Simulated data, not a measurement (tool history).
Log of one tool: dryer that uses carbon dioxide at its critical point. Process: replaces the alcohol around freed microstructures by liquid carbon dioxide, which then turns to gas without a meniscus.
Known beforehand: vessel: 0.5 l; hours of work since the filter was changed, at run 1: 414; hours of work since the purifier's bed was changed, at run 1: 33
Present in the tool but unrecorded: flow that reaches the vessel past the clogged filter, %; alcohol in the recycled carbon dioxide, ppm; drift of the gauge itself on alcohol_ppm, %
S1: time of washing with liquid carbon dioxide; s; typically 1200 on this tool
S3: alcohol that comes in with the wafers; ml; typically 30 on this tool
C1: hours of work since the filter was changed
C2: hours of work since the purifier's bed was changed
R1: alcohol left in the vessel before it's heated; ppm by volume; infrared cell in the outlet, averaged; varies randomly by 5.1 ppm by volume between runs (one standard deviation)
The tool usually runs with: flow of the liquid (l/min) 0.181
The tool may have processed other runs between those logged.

run 1 day=0 | S1=1200 flow_of_the_liquid_(l/min)=0.181 S3=30 | C1=414 C2=33 | R1=135
run 2 day=1.296 | S1=1200 flow_of_the_liquid_(l/min)=0.181 S3=65 | C1=426 C2=46 | R1=294
run 3 day=2.388 | S1=1200 flow_of_the_liquid_(l/min)=0.181 S3=65 | C1=437 C2=56 | R1=283
-- day=2.5 inlet filter changed
run 4 day=3.933 | S1=1200 flow_of_the_liquid_(l/min)=0.181 S3=65 | C1=14 C2=71 | R1=162
run 5 day=4.983 | S1=1200 flow_of_the_liquid_(l/min)=0.181 S3=35 | C1=24 C2=81 | R1=101
run 6 day=6.471 | S1=1200 flow_of_the_liquid_(l/min)=0.181 S3=30 | C1=38 C2=95 | R1=97
run 7 day=7.25 | S1=1200 flow_of_the_liquid_(l/min)=0.181 S3=30 | C1=46 C2=103 | R1=96
run 8 day=8.329 | S1=1200 flow_of_the_liquid_(l/min)=0.181 S3=63 | C1=56 C2=113 | R1=184
run 9 day=9.475 | S1=1200 flow_of_the_liquid_(l/min)=0.181 S3=63 | C1=67 C2=124 | R1=182
run 10 day=10.188 | S1=1200 flow_of_the_liquid_(l/min)=0.181 S3=22 | C1=74 C2=131 | R1=73
run 11 day=11.662 | S1=1200 flow_of_the_liquid_(l/min)=0.181 S3=30 | C1=88 C2=145 | R1=105
run 12 day=13.242 | S1=1200 flow_of_the_liquid_(l/min)=0.181 S3=30 | C1=103 C2=161 | R1=113
run 13 day=14.662 | S1=1200 flow_of_the_liquid_(l/min)=0.181 S3=30 | C1=117 C2=174 | R1=113
run 14 day=15.692 | S1=1200 flow_of_the_liquid_(l/min)=0.181 S3=90 | C1=127 C2=184 | R1=273
run 15 day=16.946 | S1=900 flow_of_the_liquid_(l/min)=0.181 S3=90 | C1=139 C2=196 | R1=1361
run 16 day=18.079 | S1=900 flow_of_the_liquid_(l/min)=0.181 S3=90 | C1=150 C2=207 | R1=1346
run 17 day=19.525 | S1=900 flow_of_the_liquid_(l/min)=0.181 S3=90 | C1=164 C2=221 | R1=1388
run 18 day=20.933 | S1=900 flow_of_the_liquid_(l/min)=0.181 S3=90 | C1=177 C2=235 | R1=1393
run 19 day=21.942 | S1=1200 flow_of_the_liquid_(l/min)=0.181 S3=30 | C1=187 C2=244 | R1=132
run 20 day=22.883 | S1=1200 flow_of_the_liquid_(l/min)=0.187 S3=30 | C1=196 C2=253 | R1=119
run 21 day=24.388 | S1=1200 flow_of_the_liquid_(l/min)=0.181 S3=30 | C1=211 C2=268 | R1=144
run 22 day=25.2 | S1=840 flow_of_the_liquid_(l/min)=0.293 S3=90 | C1=219 C2=276 | R1=166
run 23 day=25.929 | S1=900 flow_of_the_liquid_(l/min)=0.181 S3=68 | C1=226 C2=283 | R1=1115
run 24 day=27.25 | S1=1560 flow_of_the_liquid_(l/min)=0.181 S3=29 | C1=238 C2=295 | R1=76
run 25 day=28.512 | S1=1200 flow_of_the_liquid_(l/min)=0.109 S3=54 | C1=250 C2=308 | R1=2371
run 26 day=30.038 | S1=1200 flow_of_the_liquid_(l/min)=0.109 S3=54 | C1=265 C2=322 | R1=2391
run 27 day=31.504 | S1=1140 flow_of_the_liquid_(l/min)=0.122 S3=35 | C1=279 C2=336 | R1=1302
run 28 day=32.938 | S1=1260 flow_of_the_liquid_(l/min)=0.181 S3=71 | C1=293 C2=350 | R1=245
run 29 day=33.712 | S1=1260 flow_of_the_liquid_(l/min)=0.181 S3=71 | C1=301 C2=358 | R1=244
run 30 day=35.075 | S1=1800 flow_of_the_liquid_(l/min)=0.181 S3=30 | C1=314 C2=371 | R1=65
run 31 day=36.433 | S1=1020 flow_of_the_liquid_(l/min)=0.111 S3=23 | C1=327 C2=384 | R1=1840
run 32 day=37.3 | S1=1020 flow_of_the_liquid_(l/min)=0.144 S3=64 | C1=335 C2=392 | R1=1888
run 33 day=38.079 | S1=1860 flow_of_the_liquid_(l/min)=0.27 S3=59 | C1=343 C2=400 | R1=67
run 34 day=39.012 | S1=780 flow_of_the_liquid_(l/min)=0.27 S3=36 | C1=352 C2=409 | R1=239
run 35 day=39.85 | S1=780 flow_of_the_liquid_(l/min)=0.185 S3=65 | C1=360 C2=417 | R1=2089
run 36 day=40.633 | S1=1380 flow_of_the_liquid_(l/min)=0.181 S3=107 | C1=367 C2=424 | R1=234
run 37 day=41.821 | S1=1200 flow_of_the_liquid_(l/min)=0.181 S3=87 | C1=379 C2=436 | R1=418
run 38 day=42.8 | S1=1200 flow_of_the_liquid_(l/min)=0.113 S3=30 | C1=388 C2=445 | R1=1329
run 39 day=43.471 | S1=1200 flow_of_the_liquid_(l/min)=0.113 S3=30 | C1=394 C2=452 | R1=1381
run 40 day=44.221 | S1=1200 flow_of_the_liquid_(l/min)=0.113 S3=30 | C1=402 C2=459 | R1=1377
run 41 day=45.629 | S1=780 flow_of_the_liquid_(l/min)=0.181 S3=61 | C1=415 C2=472 | R1=2229

Per-run results on a tool with no hidden state, each run keeping its own random variation:
run=1 R1=71
run=2 R1=156
run=3 R1=141
run=4 R1=143
run=5 R1=83
run=6 R1=75
run=7 R1=72
run=8 R1=148
run=9 R1=143
run=10 R1=44
run=11 R1=70
run=12 R1=73
run=13 R1=70
run=14 R1=194
run=15 R1=1115
run=16 R1=1089
run=17 R1=1102
run=18 R1=1092
run=19 R1=70
run=20 R1=58
run=21 R1=73
run=22 R1=85
run=23 R1=816
run=24 R1=23
run=25 R1=1837
run=26 R1=1825
run=27 R1=945
run=28 R1=121
run=29 R1=116
run=30 R1=3
run=31 R1=1371
run=32 R1=1286
run=33 R1=3
run=34 R1=107
run=35 R1=1401
run=36 R1=89
run=37 R1=201
run=38 R1=874
run=39 R1=902
run=40 R1=892
run=41 R1=1421

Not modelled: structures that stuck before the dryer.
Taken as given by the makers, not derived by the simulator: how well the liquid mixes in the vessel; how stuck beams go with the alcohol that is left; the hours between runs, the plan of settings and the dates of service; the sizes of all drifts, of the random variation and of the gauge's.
